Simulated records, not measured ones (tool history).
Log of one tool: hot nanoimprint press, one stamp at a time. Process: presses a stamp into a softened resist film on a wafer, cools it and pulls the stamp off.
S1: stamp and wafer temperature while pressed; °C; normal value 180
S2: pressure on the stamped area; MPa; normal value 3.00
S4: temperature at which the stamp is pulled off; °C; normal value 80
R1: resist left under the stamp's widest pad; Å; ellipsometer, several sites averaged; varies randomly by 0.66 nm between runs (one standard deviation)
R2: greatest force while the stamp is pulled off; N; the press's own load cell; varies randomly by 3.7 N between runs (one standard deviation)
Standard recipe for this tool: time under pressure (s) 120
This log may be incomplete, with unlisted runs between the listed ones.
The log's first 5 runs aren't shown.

{"run": 6, "hour": 38.4, "S1": 180, "S2": 4.58, "time under pressure (s)": 120, "S4": 80, "R1": 1432, "R2": 207}
{"run": 7, "hour": 46.0, "S1": 180, "S2": 4.58, "time under pressure (s)": 120, "S4": 70, "R1": 1431, "R2": 239}
{"run": 8, "hour": 54.6, "S1": 180, "S2": 3.0, "time under pressure (s)": 62, "S4": 80, "R1": 2116, "R2": 204}
{"run": 9, "hour": 58.9, "S1": 180, "S2": 3.0, "time under pressure (s)": 62, "S4": 82, "R1": 2132, "R2": 197}
{"run": 10, "hour": 68.6, "S1": 180, "S2": 3.0, "time under pressure (s)": 120, "S4": 79, "R1": 1795, "R2": 208}
{"run": 11, "hour": 77.4, "S1": 180, "S2": 3.0, "time under pressure (s)": 120, "S4": 69, "R1": 1787, "R2": 249}
{"run": 12, "hour": 83.6, "S1": 180, "S2": 2.37, "time under pressure (s)": 120, "S4": 80, "R1": 1987, "R2": 207}
{"hour": 93.0, "done": "stamp cleaned and given a new release coat"}
{"run": 13, "hour": 98.8, "S1": 180, "S2": 3.0, "time under pressure (s)": 120, "S4": 80, "R1": 1793, "R2": 202}
{"run": 14, "hour": 106.3, "S1": 180, "S2": 3.0, "time under pressure (s)": 103, "S4": 80, "R1": 1879, "R2": 206}
{"run": 15, "hour": 116.1, "S1": 180, "S2": 3.0, "time under pressure (s)": 120, "S4": 80, "R1": 1796, "R2": 209}
{"run": 16, "hour": 125.6, "S1": 180, "S2": 2.86, "time under pressure (s)": 157, "S4": 80, "R1": 1713, "R2": 201}
{"run": 17, "hour": 131.7, "S1": 179, "S2": 3.0, "time under pressure (s)": 120, "S4": 72, "R1": 1874, "R2": 235}
{"run": 18, "hour": 139.4, "S1": 179, "S2": 3.0, "time under pressure (s)": 120, "S4": 72, "R1": 1854, "R2": 232}
{"run": 19, "hour": 144.6, "S1": 179, "S2": 3.0, "time under pressure (s)": 120, "S4": 72, "R1": 1872, "R2": 237}
{"run": 20, "hour": 149.8, "S1": 179, "S2": 3.0, "time under pressure (s)": 120, "S4": 72, "R1": 1860, "R2": 238}
{"run": 21, "hour": 156.2, "S1": 181, "S2": 2.66, "time under pressure (s)": 210, "S4": 86, "R1": 1564, "R2": 180}
{"run": 22, "hour": 163.5, "S1": 181, "S2": 2.66, "time under pressure (s)": 210, "S4": 86, "R1": 1559, "R2": 180}
{"run": 23, "hour": 170.0, "S1": 180, "S2": 4.6, "time under pressure (s)": 120, "S4": 80, "R1": 1426, "R2": 205}
{"run": 24, "hour": 179.4, "S1": 190, "S2": 4.6, "time under pressure (s)": 120, "S4": 75, "R1": 927, "R2": 222}
{"run": 25, "hour": 187.4, "S1": 190, "S2": 4.6, "time under pressure (s)": 120, "S4": 75, "R1": 930, "R2": 218}
{"run": 26, "hour": 195.1, "S1": 190, "S2": 3.27, "time under pressure (s)": 120, "S4": 75, "R1": 1137, "R2": 228}
{"run": 27, "hour": 204.6, "S1": 190, "S2": 3.27, "time under pressure (s)": 120, "S4": 75, "R1": 1142, "R2": 214}
{"run": 28, "hour": 211.2, "S1": 180, "S2": 2.34, "time under pressure (s)": 120, "S4": 84, "R1": 2009, "R2": 191}
{"run": 29, "hour": 218.3, "S1": 180, "S2": 2.34, "time under pressure (s)": 120, "S4": 84, "R1": 2004, "R2": 190}
{"run": 30, "hour": 224.9, "S1": 180, "S2": 4.08, "time under pressure (s)": 120, "S4": 80, "R1": 1533, "R2": 200}

What if the next run were any one of these 3? Each begins from the tool's condition after run 30:
{"run": "A", "hour": 229.3, "S1": 184, "S2": 4.08, "time under pressure (s)": 120, "S4": 80, "R1": "?", "R2": "?"}
{"run": "B", "hour": 229.3, "S1": 180, "S2": 3.0, "time under pressure (s)": 120, "S4": 80, "R1": "?", "R2": "?"}
{"run": "C", "hour": 229.3, "S1": 180, "S2": 4.08, "time under pressure (s)": 65, "S4": 80, "R1": "?", "R2": "?"}

run=A R1=1299 R2=203
run=B R1=1786 R2=202
run=C R1=1830 R2=204
Stripped of hidden state, with their random variation kept, the same runs would have yielded:
run=A R1=1301 R2=202
run=B R1=1788 R2=202
run=C R1=1833 R2=203
